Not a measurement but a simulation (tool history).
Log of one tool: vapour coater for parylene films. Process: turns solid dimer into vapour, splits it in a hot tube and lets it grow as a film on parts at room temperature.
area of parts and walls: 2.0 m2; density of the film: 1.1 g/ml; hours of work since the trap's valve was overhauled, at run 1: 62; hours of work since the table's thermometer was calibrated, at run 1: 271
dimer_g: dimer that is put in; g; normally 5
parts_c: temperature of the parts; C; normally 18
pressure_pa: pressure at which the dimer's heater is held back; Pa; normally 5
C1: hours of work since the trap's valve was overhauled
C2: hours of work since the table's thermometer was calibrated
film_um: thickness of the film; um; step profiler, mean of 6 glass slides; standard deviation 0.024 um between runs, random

{"run": 1, "day": 0.0, "dimer_g": 5, "parts_c": 18, "pressure_pa": 5, "C1": 62, "C2": 271, "film_um": 1.73}
{"run": 2, "day": 0.412, "dimer_g": 2, "parts_c": 18, "pressure_pa": 5, "C1": 71, "C2": 279, "film_um": 0.66}
{"run": 3, "day": 0.988, "dimer_g": 5, "parts_c": 18, "pressure_pa": 5, "C1": 82, "C2": 291, "film_um": 1.69}
{"run": 4, "day": 1.55, "dimer_g": 5, "parts_c": 18, "pressure_pa": 5, "C1": 94, "C2": 302, "film_um": 1.68}
{"run": 5, "day": 2.204, "dimer_g": 5, "parts_c": 27, "pressure_pa": 5, "C1": 107, "C2": 316, "film_um": 1.14}
{"run": 6, "day": 2.633, "dimer_g": 5, "parts_c": 18, "pressure_pa": 5, "C1": 116, "C2": 325, "film_um": 1.68}
{"run": 7, "day": 3.146, "dimer_g": 5, "parts_c": 18, "pressure_pa": 5, "C1": 127, "C2": 335, "film_um": 1.67}
{"run": 8, "day": 3.512, "dimer_g": 5, "parts_c": 18, "pressure_pa": 5, "C1": 134, "C2": 343, "film_um": 1.63}
{"run": 9, "day": 4.183, "dimer_g": 5, "parts_c": 18, "pressure_pa": 5, "C1": 148, "C2": 356, "film_um": 1.65}
{"run": 10, "day": 4.842, "dimer_g": 5, "parts_c": 18, "pressure_pa": 5, "C1": 162, "C2": 370, "film_um": 1.66}
{"run": 11, "day": 5.233, "dimer_g": 5, "parts_c": 18, "pressure_pa": 5, "C1": 170, "C2": 378, "film_um": 1.63}
{"run": 12, "day": 5.817, "dimer_g": 5, "parts_c": 18, "pressure_pa": 5, "C1": 182, "C2": 390, "film_um": 1.65}
{"run": 13, "day": 6.388, "dimer_g": 5, "parts_c": 18, "pressure_pa": 5, "C1": 193, "C2": 402, "film_um": 1.64}
{"run": 14, "day": 6.95, "dimer_g": 5, "parts_c": 18, "pressure_pa": 2.7, "C1": 205, "C2": 413, "film_um": 1.73}
{"run": 15, "day": 7.4, "dimer_g": 2, "parts_c": 19, "pressure_pa": 3.01, "C1": 214, "C2": 422, "film_um": 0.65}
{"run": 16, "day": 8.054, "dimer_g": 6, "parts_c": 12, "pressure_pa": 11.47, "C1": 227, "C2": 436, "film_um": 2.23}
{"run": 17, "day": 8.633, "dimer_g": 6, "parts_c": 12, "pressure_pa": 11.47, "C1": 239, "C2": 448, "film_um": 2.2}
{"run": 18, "day": 9.217, "dimer_g": 6, "parts_c": 26, "pressure_pa": 11.47, "C1": 251, "C2": 460, "film_um": 1.28}
{"run": 19, "day": 9.712, "dimer_g": 7, "parts_c": 20, "pressure_pa": 5, "C1": 262, "C2": 470, "film_um": 2}
{"run": 20, "day": 10.229, "dimer_g": 5, "parts_c": 22, "pressure_pa": 3.9, "C1": 272, "C2": 481, "film_um": 1.35}
{"run": 21, "day": 10.767, "dimer_g": 2, "parts_c": 22, "pressure_pa": 3.9, "C1": 283, "C2": 492, "film_um": 0.55}
{"run": 22, "day": 11.404, "dimer_g": 4, "parts_c": 18, "pressure_pa": 8.01, "C1": 296, "C2": 505, "film_um": 1.17}
{"run": 23, "day": 11.942, "dimer_g": 4, "parts_c": 18, "pressure_pa": 8.01, "C1": 307, "C2": 516, "film_um": 1.19}
{"run": 24, "day": 12.25, "dimer_g": 6, "parts_c": 26, "pressure_pa": 7.66, "C1": 314, "C2": 522, "film_um": 1.29}
{"run": 25, "day": 12.671, "dimer_g": 4, "parts_c": 26, "pressure_pa": 10.98, "C1": 322, "C2": 531, "film_um": 0.76}
{"run": 26, "day": 13.321, "dimer_g": 2, "parts_c": 14, "pressure_pa": 2.56, "C1": 336, "C2": 544, "film_um": 0.8}

Branching from run 26: 4 alternative next runs. What would each branch give?
{"run": "A", "day": 13.979, "dimer_g": 2, "parts_c": 19, "pressure_pa": 2.56, "C1": 349, "C2": 557, "film_um": "?"}
{"run": "B", "day": 13.979, "dimer_g": 5, "parts_c": 21, "pressure_pa": 5, "C1": 349, "C2": 557, "film_um": "?"}
{"run": "C", "day": 13.979, "dimer_g": 2, "parts_c": 14, "pressure_pa": 6.33, "C1": 349, "C2": 557, "film_um": "?"}
{"run": "D", "day": 13.979, "dimer_g": 5, "parts_c": 18, "pressure_pa": 11.76, "C1": 349, "C2": 557, "film_um": "?"}

run=A film_um=0.61
run=B film_um=1.31
run=C film_um=0.69
run=D film_um=1.36
Stripped of hidden state, with their random variation kept, the same runs would have yielded:
run=A film_um=0.7
run=B film_um=1.5
run=C film_um=0.78
run=D film_um=1.56
